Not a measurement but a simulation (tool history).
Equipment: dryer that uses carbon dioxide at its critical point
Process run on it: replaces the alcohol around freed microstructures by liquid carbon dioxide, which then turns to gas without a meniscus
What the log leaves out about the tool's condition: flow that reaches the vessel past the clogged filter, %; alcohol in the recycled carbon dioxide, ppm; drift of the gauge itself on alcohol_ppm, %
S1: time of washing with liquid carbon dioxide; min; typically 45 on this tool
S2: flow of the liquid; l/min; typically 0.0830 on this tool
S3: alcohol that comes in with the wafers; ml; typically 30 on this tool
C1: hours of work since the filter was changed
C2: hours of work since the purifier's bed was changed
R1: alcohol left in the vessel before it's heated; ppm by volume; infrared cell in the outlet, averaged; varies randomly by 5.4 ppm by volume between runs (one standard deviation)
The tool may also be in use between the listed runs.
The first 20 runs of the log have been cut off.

{"run": 21, "hour": 192.1, "S1": 71, "S2": 0.0899, "S3": 30, "C1": 136, "C2": 251, "R1": 44}
{"run": 22, "hour": 198.5, "S1": 37, "S2": 0.0899, "S3": 30, "C1": 140, "C2": 255, "R1": 330}
{"run": 23, "hour": 206.8, "S1": 35, "S2": 0.083, "S3": 114, "C1": 145, "C2": 260, "R1": 2072}
{"run": 24, "hour": 218.6, "S1": 46, "S2": 0.083, "S3": 21, "C1": 152, "C2": 267, "R1": 141}
{"run": 25, "hour": 225.2, "S1": 28, "S2": 0.0507, "S3": 68, "C1": 156, "C2": 271, "R1": 13581}
{"run": 26, "hour": 234.3, "S1": 35, "S2": 0.0538, "S3": 68, "C1": 162, "C2": 276, "R1": 6657}
{"run": 27, "hour": 240.2, "S1": 35, "S2": 0.0538, "S3": 68, "C1": 165, "C2": 280, "R1": 6805}
{"run": 28, "hour": 251.8, "S1": 35, "S2": 0.0538, "S3": 68, "C1": 172, "C2": 287, "R1": 6596}
{"run": 29, "hour": 263.1, "S1": 45, "S2": 0.083, "S3": 34, "C1": 179, "C2": 294, "R1": 226}
{"run": 30, "hour": 274.2, "S1": 45, "S2": 0.083, "S3": 34, "C1": 186, "C2": 301, "R1": 224}
{"run": 31, "hour": 281.3, "S1": 47, "S2": 0.1069, "S3": 33, "C1": 190, "C2": 305, "R1": 88}
{"run": 32, "hour": 294.3, "S1": 59, "S2": 0.063, "S3": 22, "C1": 198, "C2": 313, "R1": 177}
{"run": 33, "hour": 305.7, "S1": 56, "S2": 0.0511, "S3": 47, "C1": 205, "C2": 320, "R1": 998}
{"run": 34, "hour": 316.6, "S1": 56, "S2": 0.0511, "S3": 47, "C1": 212, "C2": 326, "R1": 976}
{"run": 35, "hour": 322.2, "S1": 28, "S2": 0.1333, "S3": 22, "C1": 215, "C2": 330, "R1": 188}
{"run": 36, "hour": 334.6, "S1": 28, "S2": 0.1333, "S3": 22, "C1": 223, "C2": 337, "R1": 173}
{"run": 37, "hour": 343.0, "S1": 45, "S2": 0.0751, "S3": 30, "C1": 228, "C2": 342, "R1": 324}
{"run": 38, "hour": 352.4, "S1": 45, "S2": 0.0751, "S3": 30, "C1": 233, "C2": 348, "R1": 345}
{"run": 39, "hour": 358.0, "S1": 45, "S2": 0.0753, "S3": 30, "C1": 237, "C2": 351, "R1": 332}
{"run": 40, "hour": 363.5, "S1": 45, "S2": 0.1134, "S3": 39, "C1": 240, "C2": 355, "R1": 100}
{"run": 41, "hour": 374.5, "S1": 42, "S2": 0.083, "S3": 44, "C1": 247, "C2": 361, "R1": 412}
{"run": 42, "hour": 383.4, "S1": 49, "S2": 0.1096, "S3": 71, "C1": 252, "C2": 367, "R1": 100}

Branching from run 42: 4 alternative next runs. What would each branch give?
{"run": "A", "hour": 394.0, "S1": 33, "S2": 0.083, "S3": 30, "C1": 259, "C2": 373, "R1": "?"}
{"run": "B", "hour": 394.0, "S1": 49, "S2": 0.1096, "S3": 36, "C1": 259, "C2": 373, "R1": "?"}
{"run": "C", "hour": 394.0, "S1": 45, "S2": 0.0548, "S3": 25, "C1": 259, "C2": 373, "R1": "?"}
{"run": "D", "hour": 394.0, "S1": 28, "S2": 0.1096, "S3": 59, "C1": 259, "C2": 373, "R1": "?"}

run=A R1=831
run=B R1=84
run=C R1=1014
run=D R1=950
What these runs would have given with no unlogged condition in the tool:
run=A R1=662
run=B R1=11
run=C R1=830
run=D R1=752
